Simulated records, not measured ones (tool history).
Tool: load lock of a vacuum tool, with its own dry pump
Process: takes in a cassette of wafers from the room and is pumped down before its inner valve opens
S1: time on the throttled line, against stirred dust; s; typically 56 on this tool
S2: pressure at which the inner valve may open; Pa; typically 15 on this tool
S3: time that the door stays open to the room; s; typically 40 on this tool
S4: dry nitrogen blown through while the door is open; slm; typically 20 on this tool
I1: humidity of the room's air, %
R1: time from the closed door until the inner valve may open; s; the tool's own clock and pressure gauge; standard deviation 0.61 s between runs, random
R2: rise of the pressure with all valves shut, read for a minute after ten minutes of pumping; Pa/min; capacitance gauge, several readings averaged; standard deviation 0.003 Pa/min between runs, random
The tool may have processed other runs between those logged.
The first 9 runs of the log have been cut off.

Run 10, day 199.188: usual settings; I1 43.8. Result: R1 90.1 s, R2 0.078 Pa/min.
Run 11, day 216.150: usual settings; I1 42.4. Result: R1 90.5 s, R2 0.087 Pa/min.
Run 12, day 237.283: usual settings; I1 48.8. Result: R1 90.6 s, R2 0.107 Pa/min.
Run 13, day 250.738: usual settings; I1 44.2. Result: R1 90.8 s, R2 0.104 Pa/min.
Run 14, day 272.571: usual settings; I1 42.0. Result: R1 91.2 s, R2 0.108 Pa/min.
Run 15, day 294.304: usual settings; I1 49.5. Result: R1 90.9 s, R2 0.133 Pa/min.
Run 16, day 319.667: usual settings; I1 44.8. Result: R1 91.8 s, R2 0.147 Pa/min.
Run 17, day 345.208: usual settings but S4 7 slm; I1 41.2. Result: R1 91.4 s, R2 0.161 Pa/min.
Run 18, day 365.562: usual settings; I1 44.9. Result: R1 91.9 s, R2 0.171 Pa/min.
Run 19, day 381.367: usual settings; I1 41.8. Result: R1 92.1 s, R2 0.179 Pa/min.
Run 20, day 410.033: usual settings but S2 13 Pa, S3 104 s, S4 7 slm; I1 44.0. Result: R1 92.3 s, R2 0.234 Pa/min.
At day 412.992: door's seal changed, seat wiped.
Run 21, day 437.362: usual settings but S1 68 s; I1 42.1. Result: R1 102.0 s, R2 0.027 Pa/min.
Run 22, day 456.654: usual settings but S1 68 s; I1 46.2. Result: R1 102.2 s, R2 0.039 Pa/min.
Run 23, day 481.717: usual settings but S1 109 s, S2 23 Pa, S3 143 s; I1 44.6. Result: R1 138.1 s, R2 0.076 Pa/min.
Run 24, day 508.808: usual settings but S1 109 s, S2 23 Pa, S3 143 s; I1 45.0. Result: R1 136.8 s, R2 0.076 Pa/min.
Run 25, day 530.888: usual settings but S3 64 s; I1 46.9. Result: R1 92.8 s, R2 0.068 Pa/min.
Run 26, day 543.567: usual settings but S1 100 s, S3 203 s; I1 46.7. Result: R1 132.8 s, R2 0.105 Pa/min.
Run 27, day 571.188: usual settings but S1 100 s, S3 203 s; I1 47.5. Result: R1 132.5 s, R2 0.120 Pa/min.
Run 28, day 585.679: usual settings but S1 100 s, S3 203 s, S4 26 slm; I1 44.9. Result: R1 130.7 s, R2 0.122 Pa/min.
Run 29, day 599.950: usual settings but S1 94 s, S2 17 Pa, S3 134 s, S4 7 slm; I1 42.4. Result: R1 125.0 s, R2 0.119 Pa/min.
Run 30, day 626.504: usual settings but S3 58 s; I1 44.2. Result: R1 93.7 s, R2 0.099 Pa/min.

What will run 31 give?
Run 31, day 653.196: usual settings but S4 26 slm; I1 41.4. Result: R1 ?, R2 ?.

Logged for run 31: R1 93.6 s, R2 0.100 Pa/min.
Had the tool carried no hidden state, the very same run would have given R1 88.9 s, R2 0.028 Pa/min.
